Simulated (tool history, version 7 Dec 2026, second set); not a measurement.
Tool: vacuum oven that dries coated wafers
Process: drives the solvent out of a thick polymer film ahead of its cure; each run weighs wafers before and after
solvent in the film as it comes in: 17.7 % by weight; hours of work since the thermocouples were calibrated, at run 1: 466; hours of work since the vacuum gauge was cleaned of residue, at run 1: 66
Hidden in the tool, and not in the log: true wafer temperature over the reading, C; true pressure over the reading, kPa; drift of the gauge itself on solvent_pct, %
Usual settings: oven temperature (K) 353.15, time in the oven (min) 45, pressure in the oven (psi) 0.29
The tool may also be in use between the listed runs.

run	hour	oven temperature (K)	time in the oven (min)	pressure in the oven (psi)	hours of work since the thermocouples were calibrated	hours of work since the vacuum gauge was cleaned of residue	solvent left in the film (%)
1	0	353.15	45	0.29	466	66	2.18
2	16.5	353.15	45	0.29	473	73	2.17
3	31.9	353.15	45	0.29	480	79	2.18
4	44.5	353.15	45	1.11	485	85	5.26
5	62	353.15	45	0.872	492	92	4.42
6	78	353.15	45	0.29	499	99	2.23
7	93.2	353.15	45	0.29	505	105	2.29
8	109.4	353.15	45	0.29	512	112	2.22
9	117.5	353.15	45	0.29	515	115	2.22
10	128.3	353.15	45	0.29	520	120	2.2
11	147.6	353.15	45	0.29	528	128	2.27
12	163.4	353.15	45	0.29	535	134	2.23
13	181.9	353.15	45	0.29	542	142	2.3
14	190.7	353.15	45	0.29	546	146	2.24
15	209.5	353.15	35	0.29	554	153	3.01
16	226.1	353.15	35	0.29	561	160	3.13
17	237.4	353.15	45	0.29	565	165	2.23
18	255.7	356.15	45	0.29	573	173	1.78
19	268.4	356.15	45	0.29	578	178	1.81
20	280.2	350.15	56	0.492	583	183	3.08
21	289.2	343.15	50	0.492	587	187	5.43

Run 22 comes next. What will it give?
22	302.2	343.15	50	0.492	592	192	?

solvent left in the film (%): 5.48
Without the tool's hidden state the same run would have given solvent left in the film (%) 5.
